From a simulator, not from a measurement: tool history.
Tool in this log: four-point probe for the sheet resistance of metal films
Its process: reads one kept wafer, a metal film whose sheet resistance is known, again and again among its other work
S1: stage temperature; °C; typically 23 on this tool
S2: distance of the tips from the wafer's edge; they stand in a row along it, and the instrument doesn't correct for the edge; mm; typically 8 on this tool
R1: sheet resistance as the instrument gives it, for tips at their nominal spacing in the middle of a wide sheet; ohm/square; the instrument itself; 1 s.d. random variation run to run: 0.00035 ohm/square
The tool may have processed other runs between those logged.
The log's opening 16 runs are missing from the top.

| run | day | S1 | S2 | R1 |
|---|---|---|---|---|
| 17 | 27.696 | 18 | 3 | 1.804587 |
| 18 | 29.225 | 18 | 3 | 1.804413 |
| 19 | 30.867 | 21 | 7 | 1.781985 |
| 20 | 31.967 | 21 | 7 | 1.781881 |
| 21 | 33.146 | 23 | 16 | 1.777623 |
| 22 | 34.208 | 21 | 57 | 1.776427 |
| 23 | 35.75 | 33 | 8 | 1.775072 |
| 24 | 37.421 | 18 | 7 | 1.783432 |
| 25 | 39.604 | 31 | 24 | 1.772719 |
| 26 | 40.642 | 34 | 13 | 1.772825 |
| 27 | 42.754 | 25 | 10 | 1.778301 |
| 28 | 44.875 | 23 | 5 | 1.786534 |
| 29 | 46.879 | 32 | 74 | 1.772876 |
| 30 | 48.883 | 23 | 50 | 1.778185 |
| 31 | 50.183 | 23 | 50 | 1.777516 |

Alternative continuations, all from the tool just after run 31; predict every row:
| A | 51.45 | 30 | 17 | ? |
| B | 51.45 | 31 | 30 | ? |
| C | 51.45 | 23 | 3 | ? |
| D | 51.45 | 34 | 5 | ? |

| run | R1 |
|---|---|
| A | 1.775617 |
| B | 1.773788 |
| C | 1.804848 |
| D | 1.781864 |
Without the tool's unlogged condition, the same runs would have read:
| run | R1 |
|---|---|
| A | 1.762077 |
| B | 1.760268 |
| C | 1.791045 |
| D | 1.768309 |
